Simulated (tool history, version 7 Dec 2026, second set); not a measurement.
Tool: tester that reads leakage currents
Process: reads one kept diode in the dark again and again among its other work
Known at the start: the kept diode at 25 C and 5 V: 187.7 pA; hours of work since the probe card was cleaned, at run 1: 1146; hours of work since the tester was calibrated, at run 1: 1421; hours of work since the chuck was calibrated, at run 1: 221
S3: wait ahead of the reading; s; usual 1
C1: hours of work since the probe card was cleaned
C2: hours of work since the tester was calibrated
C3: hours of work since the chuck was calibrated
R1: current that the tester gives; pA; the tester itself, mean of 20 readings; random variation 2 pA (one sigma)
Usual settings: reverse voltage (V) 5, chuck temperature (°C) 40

Run 1, hour 0: usual settings; C1 1146; C2 1421; C3 221. Result: R1 683.21 pA.
Run 2, hour 44.5: usual settings; C1 1165; C2 1440; C3 240. Result: R1 683.9 pA.
Run 3, hour 90.5: usual settings; C1 1185; C2 1460; C3 259. Result: R1 683 pA.
Run 4, hour 154.7: usual settings; C1 1212; C2 1487; C3 287. Result: R1 686.5 pA.
Run 5, hour 218.1: usual settings; C1 1239; C2 1514; C3 314. Result: R1 688.3 pA.
Run 6, hour 299.2: usual settings; C1 1273; C2 1548; C3 348. Result: R1 688.14 pA.
Run 7, hour 348.5: usual settings; C1 1294; C2 1569; C3 369. Result: R1 689.47 pA.
Run 8, hour 392.7: usual settings; C1 1313; C2 1588; C3 388. Result: R1 691.76 pA.
Run 9, hour 450.7: usual settings but chuck temperature (°C) 35; C1 1338; C2 1613; C3 412. Result: R1 458.01 pA.
Run 10, hour 520.6: usual settings but chuck temperature (°C) 35; C1 1367; C2 1642; C3 442. Result: R1 457.85 pA.
Run 11, hour 571: usual settings but chuck temperature (°C) 39; C1 1389; C2 1664; C3 463. Result: R1 634.43 pA.
Run 12, hour 616.9: usual settings but reverse voltage (V) 17.96, chuck temperature (°C) 43, S3 0.95 s; C1 1408; C2 1683; C3 483. Result: R1 1794.68 pA.
At hour 622.3: tester calibrated.
Run 13, hour 682.2: usual settings but reverse voltage (V) 2.32, chuck temperature (°C) 34, S3 9.11 s; C1 1435; C2 25; C3 510. Result: R1 270.11 pA.
Run 14, hour 719.5: usual settings but reverse voltage (V) 2.32, chuck temperature (°C) 34, S3 9.11 s; C1 1451; C2 41; C3 526. Result: R1 271.78 pA.
Run 15, hour 777.4: usual settings but S3 1.03 s; C1 1475; C2 66; C3 550. Result: R1 687.6 pA.
Run 16, hour 849.4: usual settings but reverse voltage (V) 13.47, chuck temperature (°C) 46, S3 5.61 s; C1 1506; C2 96; C3 581. Result: R1 1935.66 pA.
Run 17, hour 914.8: usual settings but reverse voltage (V) 4.02, chuck temperature (°C) 25, S3 2.7 s; C1 1534; C2 124; C3 609. Result: R1 173.39 pA.
Run 18, hour 959: usual settings but reverse voltage (V) 1.89; C1 1553; C2 143; C3 627. Result: R1 400.33 pA.
Run 19, hour 1012.9: usual settings but reverse voltage (V) 1.89; C1 1575; C2 166; C3 650. Result: R1 396.41 pA.
At hour 1082.5: tester calibrated, once more.
Run 20, hour 1083.1: usual settings but reverse voltage (V) 1.89; C1 1604; C2 0; C3 679. Result: R1 406.59 pA.
Run 21, hour 1144: usual settings but reverse voltage (V) 1.89, S3 0.52 s; C1 1630; C2 26; C3 705. Result: R1 405.94 pA.

Forecast each of these 3 alternatives for the next run:
Run A, hour 1185.6: usual settings but reverse voltage (V) 14.88, S3 0.52 s; C1 1648; C2 44; C3 723. Result: R1 ?.
Run B, hour 1185.6: usual settings but reverse voltage (V) 1.18, chuck temperature (°C) 41, S3 1.41 s; C1 1648; C2 44; C3 723. Result: R1 ?.
Run C, hour 1185.6: usual settings but reverse voltage (V) 1.45; C1 1648; C2 44; C3 723. Result: R1 ?.

run       R1
  A  1301.95
  B   335.27
  C   347.93
Without the tool's hidden state the same runs would have given:
run       R1
  A  1252.77
  B    324.2
  C   336.23
